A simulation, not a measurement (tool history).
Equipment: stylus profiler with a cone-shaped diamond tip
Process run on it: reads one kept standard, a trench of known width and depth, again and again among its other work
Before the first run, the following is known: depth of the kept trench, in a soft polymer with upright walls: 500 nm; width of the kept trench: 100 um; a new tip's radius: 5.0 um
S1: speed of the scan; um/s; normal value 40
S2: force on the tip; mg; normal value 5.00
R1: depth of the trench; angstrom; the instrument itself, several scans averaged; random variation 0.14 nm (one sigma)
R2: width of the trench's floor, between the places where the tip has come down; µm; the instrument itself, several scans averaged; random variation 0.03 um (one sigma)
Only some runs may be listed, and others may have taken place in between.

| run | hour | S1 | S2 | R1 | R2 |
|---|---|---|---|---|---|
| 1 | 0.0 | 40 | 5.00 | 5111.6 | 95.30 |
| 2 | 27.1 | 40 | 5.00 | 5105.2 | 95.35 |
| 3 | 56.1 | 40 | 5.00 | 5106.6 | 95.36 |
| 4 | 79.4 | 40 | 5.00 | 5110.8 | 95.26 |
| 5 | 97.0 | 40 | 5.00 | 5107.4 | 95.33 |
| 6 | 128.2 | 40 | 5.00 | 5108.3 | 95.29 |
| 7 | 148.3 | 40 | 5.00 | 5110.4 | 95.28 |
| 8 | 175.4 | 40 | 5.00 | 5109.3 | 95.30 |
| 9 | 203.5 | 40 | 5.00 | 5108.4 | 95.25 |
| 10 | 218.3 | 40 | 12.09 | 5196.1 | 95.21 |
| 11 | 242.4 | 40 | 1.72 | 5057.8 | 95.18 |
| 12 | 257.6 | 40 | 1.72 | 5055.7 | 95.14 |
| 13 | 271.7 | 40 | 6.47 | 5134.1 | 95.22 |
| 14 | 303.6 | 40 | 5.00 | 5114.8 | 95.19 |
| 15 | 324.9 | 112 | 4.74 | 5110.4 | 95.01 |
| 16 | 357.8 | 24 | 3.65 | 5093.8 | 95.21 |
| 17 | 387.3 | 31 | 3.65 | 5093.5 | 95.17 |
| 18 | 405.1 | 31 | 3.65 | 5094.7 | 95.14 |
| 19 | 436.9 | 31 | 3.65 | 5095.3 | 95.09 |
| 20 | 460.3 | 31 | 3.65 | 5093.3 | 95.17 |
| 21 | 491.1 | 31 | 3.65 | 5095.0 | 95.10 |
| 22 | 518.4 | 124 | 8.46 | 5159.2 | 94.99 |
| 23 | 551.1 | 34 | 7.34 | 5147.5 | 95.12 |
| 24 | 582.0 | 19 | 5.00 | 5115.1 | 95.05 |
| 25 | 606.4 | 19 | 5.00 | 5116.4 | 95.09 |
| 26 | 631.8 | 23 | 1.91 | 5064.9 | 95.01 |
| 27 | 648.0 | 23 | 1.91 | 5066.8 | 95.00 |

For some of the steps in R1 from one run to the next: how much would appear even if the tool had no hidden state, given the settings, what came in and random variation, and how much remains for the hidden state plus any gauge scatter that the measured result and the result without hidden state don't share?
The tool's hidden condition here consists of: radius of the tip, um; height scale over the true one, %; drift of the gauge itself on depth_nm, %; drift of the gauge itself on floor_um, %.
Run 2 -> 3: nothing adjusted, nothing logged. R1 +1.4 angstrom: hidden state +0.5, all else +0.9.
Run 5 -> 6: nothing adjusted, nothing logged. R1 +0.9 angstrom: hidden state +0.5, all else +0.4.
Run 9 -> 10: S2 5.00 -> 12.09. R1 +87.7 angstrom: hidden state +0.2, all else +87.5.
Run 10 -> 11: S2 12.09 -> 1.72. R1 -138.3 angstrom: hidden state +0.3, all else -138.6.

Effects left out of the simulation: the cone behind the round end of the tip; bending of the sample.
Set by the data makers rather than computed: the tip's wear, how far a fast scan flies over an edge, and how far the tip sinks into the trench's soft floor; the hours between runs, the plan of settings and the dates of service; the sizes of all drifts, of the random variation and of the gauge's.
